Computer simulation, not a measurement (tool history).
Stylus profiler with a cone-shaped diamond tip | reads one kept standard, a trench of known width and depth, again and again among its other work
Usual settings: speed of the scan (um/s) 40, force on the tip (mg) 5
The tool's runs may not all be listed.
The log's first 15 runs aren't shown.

run	day	speed of the scan (um/s)	force on the tip (mg)	depth of the trench (angstrom)	width of the trench's floor (um)
16	70.592	40	4.81	10261.1	90.56
17	73.425	40	4.81	10257.8	90.46
18	76.538	65	2.05	10175.7	90.16
19	80.021	153	3.6	10231.1	89.68
# day 80.454: height scale calibrated on a step standard
20	82.762	148	9.17	10389.9	89.95
21	85.446	148	9.17	10390.6	89.93
22	89.888	155	2.72	10227.7	89.37
# day 91.758: height scale calibrated on a step standard, once more
23	94.338	45	6.08	10227.4	90.02
24	100.371	45	6.08	10233	89.85
25	105.862	30	6.98	10253.5	89.79
26	111.171	113	6.98	10258.3	89.32
27	117.183	42	9.24	10315.8	89.58
28	121.462	42	5.3	10219.6	89.44
29	125.583	26	6.9	10264.2	89.43
30	130.267	56	7.48	10283.3	89.22
31	133.788	56	7.48	10282.2	89.15
32	137.771	56	7.48	10286.2	89.05
33	141.05	135	7.48	10290.1	88.72
34	144.038	135	7.48	10288.3	88.67

Forecast each of these 3 alternatives for the next run:
A	149.121	40	11.96	?	?
B	149.121	10	3.14	?	?
C	149.121	117	2.35	?	?

run	depth of the trench (angstrom)	width of the trench's floor (um)
A	10388.4	88.93
B	10178.6	88.99
C	10152.8	88.25
Without the tool's hidden state the same runs would have given:
run	depth of the trench (angstrom)	width of the trench's floor (um)
A	10352.7	93.89
B	10143.6	93.96
C	10117.9	93.22
